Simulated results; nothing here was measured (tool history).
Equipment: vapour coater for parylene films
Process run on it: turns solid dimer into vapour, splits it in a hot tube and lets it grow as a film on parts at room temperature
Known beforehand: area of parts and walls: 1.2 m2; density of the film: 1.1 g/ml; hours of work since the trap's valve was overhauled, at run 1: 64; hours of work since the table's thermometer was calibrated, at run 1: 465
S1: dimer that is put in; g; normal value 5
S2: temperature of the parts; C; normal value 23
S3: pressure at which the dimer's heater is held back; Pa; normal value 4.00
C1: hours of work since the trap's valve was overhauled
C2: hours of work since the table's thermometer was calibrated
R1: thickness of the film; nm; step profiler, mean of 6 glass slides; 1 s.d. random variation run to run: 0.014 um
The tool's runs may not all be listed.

run,hour,S1,S2,S3,C1,C2,R1
1,0.0,5,23,4.00,64,465,2440
2,21.0,5,23,4.00,76,478,2410
3,40.2,5,23,4.00,87,489,2430
4,58.5,5,23,4.00,98,499,2420
5,88.8,5,23,4.00,116,517,2420
6,109.6,5,23,4.00,128,529,2410
7,143.3,4,20,4.00,147,548,2030
8,162.4,7,19,4.00,158,559,3670
9,183.3,7,19,4.00,170,572,3650
10,208.2,7,19,4.00,185,586,3670
11,248.3,8,16,6.87,208,609,3900
12,285.1,8,16,6.87,229,630,3940

Forecast each of these 5 alternatives for the next run:
A,324.4,6,16,6.87,252,653,?
B,324.4,3,34,6.87,252,653,?
C,324.4,4,15,3.23,252,653,?
D,324.4,5,26,10.23,252,653,?
E,324.4,5,31,6.87,252,653,?

run,R1
A,2920
B,990
C,2420
D,1780
E,1740
With the hidden condition removed and each run's random variation left untouched, the same runs would have given:
run,R1
A,2950
B,1000
C,2440
D,1790
E,1760
